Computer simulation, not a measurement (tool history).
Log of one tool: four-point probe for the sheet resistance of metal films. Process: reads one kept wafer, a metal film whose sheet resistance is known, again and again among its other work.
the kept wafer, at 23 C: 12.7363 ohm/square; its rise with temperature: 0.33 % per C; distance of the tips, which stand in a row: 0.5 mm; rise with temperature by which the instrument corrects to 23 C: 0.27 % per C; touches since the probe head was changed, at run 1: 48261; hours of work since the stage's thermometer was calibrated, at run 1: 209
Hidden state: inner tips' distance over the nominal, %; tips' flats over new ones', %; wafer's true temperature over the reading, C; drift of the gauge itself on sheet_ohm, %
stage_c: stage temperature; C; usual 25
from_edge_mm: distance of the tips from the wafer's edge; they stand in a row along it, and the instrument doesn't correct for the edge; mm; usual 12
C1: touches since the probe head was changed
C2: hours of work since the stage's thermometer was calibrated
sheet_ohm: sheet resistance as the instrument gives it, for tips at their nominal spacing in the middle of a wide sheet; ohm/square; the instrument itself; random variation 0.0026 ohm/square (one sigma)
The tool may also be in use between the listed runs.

Run 1, day 0: usual settings; C1 48261; C2 209. Result: sheet_ohm 12.762796 ohm/square.
Run 2, day 0.908: usual settings; C1 48718; C2 219. Result: sheet_ohm 12.766033 ohm/square.
Run 3, day 1.646: usual settings; C1 49091; C2 227. Result: sheet_ohm 12.762682 ohm/square.
Run 4, day 2.904: usual settings; C1 49725; C2 240. Result: sheet_ohm 12.764547 ohm/square.
Run 5, day 3.954: usual settings; C1 50254; C2 251. Result: sheet_ohm 12.763721 ohm/square.
Run 6, day 5.604: usual settings but stage_c 24 C; C1 51086; C2 268. Result: sheet_ohm 12.756456 ohm/square.
Run 7, day 6.533: usual settings but stage_c 22 C; C1 51554; C2 278. Result: sheet_ohm 12.742727 ohm/square.
Run 8, day 7.521: usual settings but stage_c 20 C; C1 52051; C2 288. Result: sheet_ohm 12.727051 ohm/square.
Run 9, day 8.242: usual settings but from_edge_mm 14 mm; C1 52416; C2 296. Result: sheet_ohm 12.761616 ohm/square.
Run 10, day 9.854: usual settings but stage_c 26 C; C1 53229; C2 313. Result: sheet_ohm 12.777006 ohm/square.
Run 11, day 10.933: usual settings; C1 53772; C2 324. Result: sheet_ohm 12.766673 ohm/square.
Run 12, day 11.662: usual settings; C1 54140; C2 332. Result: sheet_ohm 12.765589 ohm/square.
Run 13, day 12.404: usual settings but from_edge_mm 74 mm; C1 54513; C2 340. Result: sheet_ohm 12.751641 ohm/square.
Run 14, day 13.542: usual settings but from_edge_mm 74 mm; C1 55086; C2 352. Result: sheet_ohm 12.754502 ohm/square.
Run 15, day 14.392: usual settings but from_edge_mm 74 mm; C1 55515; C2 361. Result: sheet_ohm 12.75016 ohm/square.
Run 16, day 15.083: usual settings but from_edge_mm 74 mm; C1 55863; C2 368. Result: sheet_ohm 12.753994 ohm/square.
Run 17, day 16.492: usual settings but stage_c 26 C, from_edge_mm 10 mm; C1 56573; C2 383. Result: sheet_ohm 12.776203 ohm/square.
Run 18, day 18.142: usual settings but stage_c 26 C, from_edge_mm 10 mm; C1 57405; C2 400. Result: sheet_ohm 12.781974 ohm/square.
Run 19, day 19.4: usual settings but stage_c 26 C, from_edge_mm 10 mm; C1 58038; C2 413. Result: sheet_ohm 12.777051 ohm/square.
Run 20, day 20.096: usual settings but stage_c 26 C, from_edge_mm 10 mm; C1 58389; C2 421. Result: sheet_ohm 12.777295 ohm/square.
Run 21, day 21.179: usual settings but stage_c 27 C, from_edge_mm 45 mm; C1 58937; C2 432. Result: sheet_ohm 12.769193 ohm/square.
Run 22, day 22.325: usual settings but stage_c 24 C, from_edge_mm 4 mm; C1 59513; C2 444. Result: sheet_ohm 12.850478 ohm/square.
Run 23, day 23.338: usual settings but stage_c 23 C, from_edge_mm 47 mm; C1 60023; C2 455. Result: sheet_ohm 12.736639 ohm/square.
Run 24, day 24.288: usual settings but stage_c 23 C, from_edge_mm 67 mm; C1 60502; C2 465. Result: sheet_ohm 12.736459 ohm/square.
Run 25, day 25.521: usual settings but from_edge_mm 18 mm; C1 61125; C2 478. Result: sheet_ohm 12.761578 ohm/square.
Run 26, day 26.262: usual settings but from_edge_mm 18 mm; C1 61498; C2 486. Result: sheet_ohm 12.758184 ohm/square.

Forecast each of these 4 alternatives for the next run:
Run A, day 27.083: usual settings but stage_c 34 C, from_edge_mm 67 mm; C1 61911; C2 494. Result: sheet_ohm ?.
Run B, day 27.083: usual settings but stage_c 22 C, from_edge_mm 18 mm; C1 61911; C2 494. Result: sheet_ohm ?.
Run C, day 27.083: usual settings but stage_c 23 C, from_edge_mm 9 mm; C1 61911; C2 494. Result: sheet_ohm ?.
Run D, day 27.083: usual settings but stage_c 22 C, from_edge_mm 13 mm; C1 61911; C2 494. Result: sheet_ohm ?.

run  sheet_ohm
  A  12.821574
  B  12.735408
  C  12.754755
  D  12.741921
Without the tool's hidden state the same runs would have given:
run  sheet_ohm
  A  12.820254
  B  12.734096
  C  12.753441
  D  12.740608
